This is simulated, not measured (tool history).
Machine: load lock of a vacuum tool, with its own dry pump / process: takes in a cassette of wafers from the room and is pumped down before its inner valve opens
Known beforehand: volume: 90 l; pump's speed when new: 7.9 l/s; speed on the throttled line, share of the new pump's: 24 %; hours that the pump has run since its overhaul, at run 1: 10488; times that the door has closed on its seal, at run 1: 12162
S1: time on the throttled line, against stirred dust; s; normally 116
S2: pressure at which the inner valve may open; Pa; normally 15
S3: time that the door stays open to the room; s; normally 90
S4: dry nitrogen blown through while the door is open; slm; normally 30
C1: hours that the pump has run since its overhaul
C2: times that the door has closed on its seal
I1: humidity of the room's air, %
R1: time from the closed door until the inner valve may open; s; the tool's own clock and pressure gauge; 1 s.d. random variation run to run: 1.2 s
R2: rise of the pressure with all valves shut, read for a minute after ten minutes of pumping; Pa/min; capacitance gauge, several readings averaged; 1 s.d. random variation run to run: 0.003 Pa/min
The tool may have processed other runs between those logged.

Run 1, hour 0: usual settings; C1 10488; C2 12162; I1 42.8. Result: R1 191.5 s, R2 0.032 Pa/min.
Run 2, hour 244.2: usual settings but S2 18 Pa; C1 10732; C2 13003; I1 40.6. Result: R1 187.6 s, R2 0.03 Pa/min.
Run 3, hour 353: usual settings; C1 10841; C2 13378; I1 47.4. Result: R1 190 s, R2 0.033 Pa/min.
Run 4, hour 591.9: usual settings; C1 11080; C2 14201; I1 45.9. Result: R1 188.2 s, R2 0.035 Pa/min.
Run 5, hour 822.2: usual settings; C1 11310; C2 14994; I1 45.8. Result: R1 189.1 s, R2 0.027 Pa/min.
Run 6, hour 947.3: usual settings; C1 11435; C2 15425; I1 43.9. Result: R1 188.3 s, R2 0.025 Pa/min.
Run 7, hour 1133.5: usual settings; C1 11622; C2 16066; I1 45.3. Result: R1 189.1 s, R2 0.033 Pa/min.
Run 8, hour 1376.5: usual settings; C1 11865; C2 16903; I1 47.2. Result: R1 188.8 s, R2 0.038 Pa/min.
Run 9, hour 1518.3: usual settings; C1 12006; C2 17392; I1 46. Result: R1 191.1 s, R2 0.031 Pa/min.
Run 10, hour 1717.4: usual settings; C1 12206; C2 18077; I1 45.9. Result: R1 188.5 s, R2 0.036 Pa/min.
Run 11, hour 1939.8: usual settings but S1 124 s, S3 124 s; C1 12428; C2 18843; I1 43.6. Result: R1 193.8 s, R2 0.042 Pa/min.
Run 12, hour 2197.1: usual settings but S1 224 s, S3 63 s; C1 12685; C2 19730; I1 44.5. Result: R1 269.5 s, R2 0.025 Pa/min.
Run 13, hour 2357.7: usual settings but S1 77 s, S2 19 Pa, S3 63 s, S4 12 slm; C1 12846; C2 20283; I1 43.9. Result: R1 157.3 s, R2 0.035 Pa/min.
Run 14, hour 2578.3: usual settings but S1 77 s, S2 19 Pa, S3 63 s, S4 12 slm; C1 13066; C2 21043; I1 45.5. Result: R1 156.8 s, R2 0.032 Pa/min.
Run 15, hour 2770.2: usual settings but S1 77 s, S2 19 Pa, S3 63 s, S4 6 slm; C1 13258; C2 21703; I1 46.6. Result: R1 156.6 s, R2 0.036 Pa/min.
Run 16, hour 2944.6: usual settings but S1 77 s, S2 19 Pa, S3 63 s, S4 6 slm; C1 13433; C2 22304; I1 41.3. Result: R1 154.8 s, R2 0.036 Pa/min.
Run 17, hour 3171.3: usual settings but S1 173 s, S3 230 s, S4 6 slm; C1 13659; C2 23085; I1 43.1. Result: R1 232.9 s, R2 0.102 Pa/min.
Run 18, hour 3318.6: usual settings but S3 112 s; C1 13807; C2 23592; I1 45.6. Result: R1 189.3 s, R2 0.042 Pa/min.
Run 19, hour 3429.7: usual settings but S2 26 Pa; C1 13918; C2 23975; I1 44.2. Result: R1 181.3 s, R2 0.034 Pa/min.

Branching from run 19: 5 alternative next runs. What would each branch give?
At hour 3608: door's seal changed, seat wiped.
Run A, hour 3634.6: usual settings; C1 14121; C2 92; I1 44.5. Result: R1 ?, R2 ?.
At hour 3608: door's seal changed, seat wiped.
Run B, hour 3634.6: usual settings but S2 26 Pa, S3 95 s; C1 14121; C2 92; I1 45.7. Result: R1 ?, R2 ?.
At hour 3608: door's seal changed, seat wiped.
Run C, hour 3634.6: usual settings but S1 98 s, S2 23 Pa; C1 14121; C2 92; I1 45.4. Result: R1 ?, R2 ?.
At hour 3608: door's seal changed, seat wiped.
Run D, hour 3634.6: usual settings but S3 110 s, S4 25 slm; C1 14121; C2 92; I1 45.1. Result: R1 ?, R2 ?.
At hour 3608: door's seal changed, seat wiped.
Run E, hour 3634.6: usual settings but S2 26 Pa, S3 102 s, S4 16 slm; C1 14121; C2 92; I1 43.8. Result: R1 ?, R2 ?.

run     R1     R2
  A  189.1  0.037
  B  182.4  0.031
  C  169.2  0.034
  D  190.6  0.038
  E    182  0.045
Had the tool no hidden state, the same runs would have come out as:
run     R1     R2
  A  189.1  0.037
  B  182.4  0.031
  C  169.2  0.034
  D  190.6  0.038
  E    182  0.045
